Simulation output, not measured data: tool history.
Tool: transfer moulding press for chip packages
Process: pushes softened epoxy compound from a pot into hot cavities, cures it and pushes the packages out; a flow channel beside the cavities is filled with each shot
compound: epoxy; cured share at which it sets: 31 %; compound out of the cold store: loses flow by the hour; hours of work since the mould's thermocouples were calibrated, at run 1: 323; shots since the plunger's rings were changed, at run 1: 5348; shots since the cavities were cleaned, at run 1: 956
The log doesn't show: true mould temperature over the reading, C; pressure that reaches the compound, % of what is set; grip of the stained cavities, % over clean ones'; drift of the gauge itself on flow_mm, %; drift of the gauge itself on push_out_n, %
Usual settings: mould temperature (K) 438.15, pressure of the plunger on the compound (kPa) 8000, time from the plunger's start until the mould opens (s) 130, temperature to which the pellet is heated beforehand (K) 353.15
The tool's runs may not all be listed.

run,hour,mould temperature (K),pressure of the plunger on the compound (kPa),time from the plunger's start until the mould opens (s),temperature to which the pellet is heated beforehand (K),hours of work since the mould's thermocouples were calibrated,shots since the plunger's rings were changed,shots since the cavities were cleaned,incoming compound's hours out of the cold store,length that the compound runs in the flow channel (mm),greatest force on the pins that push the packages out (N)
1,0.0,438.15,8000,130,353.15,323,5348,956,34.0,627,343
# hour 6.6: cavities cleaned with cleaning compound and waxed
2,25.7,438.15,8000,130,353.15,341,5592,192,40.7,624,279
3,58.5,438.15,8000,130,353.15,365,5923,523,45.0,606,307
4,89.2,438.15,8000,130,353.15,387,6232,832,25.7,638,348
# hour 108.9: cavities cleaned with cleaning compound and waxed
5,115.2,438.15,8000,130,353.15,405,6479,64,33.8,614,263
6,136.3,438.15,8000,130,353.15,421,6691,276,23.8,628,281
# hour 145.7: plunger's sealing rings changed
7,168.8,438.15,8000,130,353.15,443,233,579,10.4,737,333
8,190.2,438.15,6510,130,353.15,458,449,795,45.4,610,354
# hour 214.0: cavities cleaned with cleaning compound and waxed
9,221.7,438.15,6580,130,353.15,480,751,78,34.6,624,255
10,236.7,438.15,6580,130,353.15,491,902,229,20.1,637,280
11,269.4,438.15,6580,148,353.15,515,1231,558,28.9,627,319
12,283.7,438.15,6650,148,353.15,526,1376,703,19.0,649,315
# hour 310.6: mould's thermocouples calibrated
13,310.6,438.15,6650,148,353.15,0,1627,954,14.8,649,330
# hour 317.3: cavities cleaned with cleaning compound and waxed
14,342.5,441.15,7020,130,349.15,22,1933,254,23.5,645,260
15,357.6,441.15,9030,154,353.15,33,2085,406,17.4,731,278
16,382.7,441.15,9030,154,353.15,52,2338,659,12.2,746,309
17,406.2,441.15,9030,115,356.15,69,2575,896,35.1,708,353

Forecast each of these 4 alternatives for the next run:
# hour 420.0: cavities cleaned with cleaning compound and waxed
A,434.2,436.15,8000,130,348.15,88,2842,144,40.7,?,?
# hour 420.0: cavities cleaned with cleaning compound and waxed
B,434.2,443.15,8640,115,356.15,88,2842,144,33.3,?,?
# hour 420.0: cavities cleaned with cleaning compound and waxed
C,434.2,438.15,8000,157,358.15,88,2842,144,27.7,?,?
# hour 420.0: cavities cleaned with cleaning compound and waxed
D,434.2,441.15,6530,115,356.15,88,2842,144,42.1,?,?

run,length that the compound runs in the flow channel (mm),greatest force on the pins that push the packages out (N)
A,661,294
B,677,265
C,678,236
D,590,263
Without the tool's hidden state the same runs would have given:
run,length that the compound runs in the flow channel (mm),greatest force on the pins that push the packages out (N)
A,697,260
B,714,236
C,715,210
D,622,234

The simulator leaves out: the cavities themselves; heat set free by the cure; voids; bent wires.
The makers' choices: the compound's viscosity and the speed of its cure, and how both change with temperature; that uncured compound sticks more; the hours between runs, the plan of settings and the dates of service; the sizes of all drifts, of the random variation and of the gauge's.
